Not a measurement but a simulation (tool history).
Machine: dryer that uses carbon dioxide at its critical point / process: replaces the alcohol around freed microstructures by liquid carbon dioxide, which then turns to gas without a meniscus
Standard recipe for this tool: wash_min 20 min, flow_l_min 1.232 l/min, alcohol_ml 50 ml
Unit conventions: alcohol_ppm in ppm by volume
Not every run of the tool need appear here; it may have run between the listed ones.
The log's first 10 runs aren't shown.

Run 11, hour 129.2: usual settings. Result: alcohol_ppm 155 ppm by volume.
Run 12, hour 139.8: usual settings. Result: alcohol_ppm 157 ppm by volume.
Run 13, hour 155.4: usual settings. Result: alcohol_ppm 165 ppm by volume.
Run 14, hour 166.2: usual settings but flow_l_min 1.52 l/min. Result: alcohol_ppm 79 ppm by volume.
Run 15, hour 178: usual settings but alcohol_ml 30 ml. Result: alcohol_ppm 115 ppm by volume.
Run 16, hour 196.3: usual settings but alcohol_ml 41 ml. Result: alcohol_ppm 145 ppm by volume.
Run 17, hour 205: usual settings but alcohol_ml 41 ml. Result: alcohol_ppm 140 ppm by volume.
Run 18, hour 221.2: usual settings. Result: alcohol_ppm 183 ppm by volume.
Run 19, hour 236.2: usual settings. Result: alcohol_ppm 182 ppm by volume.
Run 20, hour 244.6: usual settings. Result: alcohol_ppm 189 ppm by volume.
Run 21, hour 263.8: usual settings. Result: alcohol_ppm 186 ppm by volume.
Run 22, hour 271.6: usual settings but wash_min 16 min. Result: alcohol_ppm 419 ppm by volume.
Run 23, hour 283.5: usual settings but wash_min 16 min. Result: alcohol_ppm 422 ppm by volume.
Run 24, hour 292.3: usual settings but wash_min 26 min, flow_l_min 2.06 l/min, alcohol_ml 32 ml. Result: alcohol_ppm 41 ppm by volume.
Run 25, hour 310.9: usual settings but wash_min 24 min. Result: alcohol_ppm 109 ppm by volume.
At hour 325.2: inlet filter changed.
Run 26, hour 325.2: usual settings but wash_min 24 min. Result: alcohol_ppm 76 ppm by volume.
Run 27, hour 335.1: usual settings but wash_min 19 min, flow_l_min 0.94 l/min, alcohol_ml 84 ml. Result: alcohol_ppm 669 ppm by volume.
Run 28, hour 351.5: usual settings but wash_min 15 min, flow_l_min 1.33 l/min, alcohol_ml 43 ml. Result: alcohol_ppm 260 ppm by volume.
Run 29, hour 365.9: usual settings but wash_min 28 min, flow_l_min 0.77 l/min, alcohol_ml 36 ml. Result: alcohol_ppm 168 ppm by volume.
Run 30, hour 382.6: usual settings but wash_min 13 min, flow_l_min 0.77 l/min, alcohol_ml 36 ml. Result: alcohol_ppm 1330 ppm by volume.
Run 31, hour 392.3: usual settings but wash_min 26 min, flow_l_min 0.77 l/min, alcohol_ml 23 ml. Result: alcohol_ppm 163 ppm by volume.
Run 32, hour 404: usual settings but wash_min 12 min, flow_l_min 1.48 l/min, alcohol_ml 107 ml. Result: alcohol_ppm 997 ppm by volume.
Run 33, hour 419.4: usual settings but flow_l_min 1.22 l/min, alcohol_ml 93 ml. Result: alcohol_ppm 270 ppm by volume.
Run 34, hour 428.7: usual settings but flow_l_min 1.22 l/min, alcohol_ml 93 ml. Result: alcohol_ppm 271 ppm by volume.
Run 35, hour 436.6: usual settings but flow_l_min 1.27 l/min, alcohol_ml 62 ml. Result: alcohol_ppm 179 ppm by volume.

The next listed run, before its measurement:
Run 36, hour 445.4: usual settings but flow_l_min 1.27 l/min, alcohol_ml 118 ml. Result: alcohol_ppm ?.

Run 36 produced alcohol_ppm 308 ppm by volume.
On a tool with no hidden condition, and with the same random variation, this run would have come out at alcohol_ppm 224 ppm by volume.

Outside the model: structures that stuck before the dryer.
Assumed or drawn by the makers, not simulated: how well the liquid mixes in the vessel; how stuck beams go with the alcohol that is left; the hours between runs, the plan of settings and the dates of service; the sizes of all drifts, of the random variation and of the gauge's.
